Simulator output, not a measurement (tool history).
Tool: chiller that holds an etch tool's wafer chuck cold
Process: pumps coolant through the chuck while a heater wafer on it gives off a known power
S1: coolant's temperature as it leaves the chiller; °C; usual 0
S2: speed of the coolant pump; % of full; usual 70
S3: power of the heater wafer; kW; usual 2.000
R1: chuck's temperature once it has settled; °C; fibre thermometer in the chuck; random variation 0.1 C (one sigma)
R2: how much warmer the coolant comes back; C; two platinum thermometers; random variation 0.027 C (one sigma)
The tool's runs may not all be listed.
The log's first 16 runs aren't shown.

| run | hour | S1 | S2 | S3 | R1 | R2 |
|---|---|---|---|---|---|---|
| 17 | 1480.3 | 0 | 70 | 2.000 | 15.1 | 5.14 |
| 18 | 1564.9 | 0 | 70 | 2.000 | 15.1 | 5.10 |
|  | 1611.6 | chiller's thermometer calibrated, once more |
| 19 | 1673.7 | 0 | 63 | 2.721 | 23.5 | 7.83 |
| 20 | 1751.2 | 0 | 63 | 2.721 | 23.4 | 7.88 |
|  | 1797.9 | coolant changed, channels flushed |
| 21 | 1822.7 | 5 | 66 | 2.721 | 24.5 | 7.49 |
| 22 | 1957.7 | -3 | 70 | 1.608 | 8.2 | 4.12 |
| 23 | 2088.6 | 7 | 70 | 2.000 | 20.8 | 5.15 |
| 24 | 2155.7 | -2 | 66 | 1.379 | 7.9 | 3.84 |
| 25 | 2214.4 | -2 | 76 | 1.198 | 6.0 | 2.84 |
| 26 | 2347.0 | -5 | 70 | 1.665 | 6.6 | 4.26 |
| 27 | 2447.9 | -5 | 70 | 1.665 | 6.6 | 4.30 |
| 28 | 2563.3 | 0 | 97 | 2.075 | 11.7 | 3.72 |
| 29 | 2655.5 | 3 | 68 | 1.524 | 13.9 | 4.06 |
| 30 | 2723.2 | 2 | 73 | 1.241 | 10.5 | 3.13 |
| 31 | 2807.0 | -8 | 69 | 2.234 | 7.9 | 5.86 |

5 ways to go on from here, each from the tool as it stands after run 31. What would each give?
| A | 2940.3 | -7 | 74 | 1.140 | ? | ? |
| B | 2940.3 | 4 | 71 | 2.046 | ? | ? |
| C | 2940.3 | 0 | 60 | 2.000 | ? | ? |
| D | 2940.3 | 7 | 88 | 2.000 | ? | ? |
| E | 2940.3 | 0 | 66 | 1.062 | ? | ? |

| run | R1 | R2 |
|---|---|---|
| A | 0.7 | 2.77 |
| B | 18.2 | 5.19 |
| C | 15.7 | 6.25 |
| D | 19.0 | 4.02 |
| E | 7.6 | 2.97 |
Without the tool's hidden state the same runs would have given:
| run | R1 | R2 |
|---|---|---|
| A | 0.5 | 2.67 |
| B | 17.7 | 5.01 |
| C | 15.1 | 6.04 |
| D | 18.6 | 3.89 |
| E | 7.4 | 2.87 |
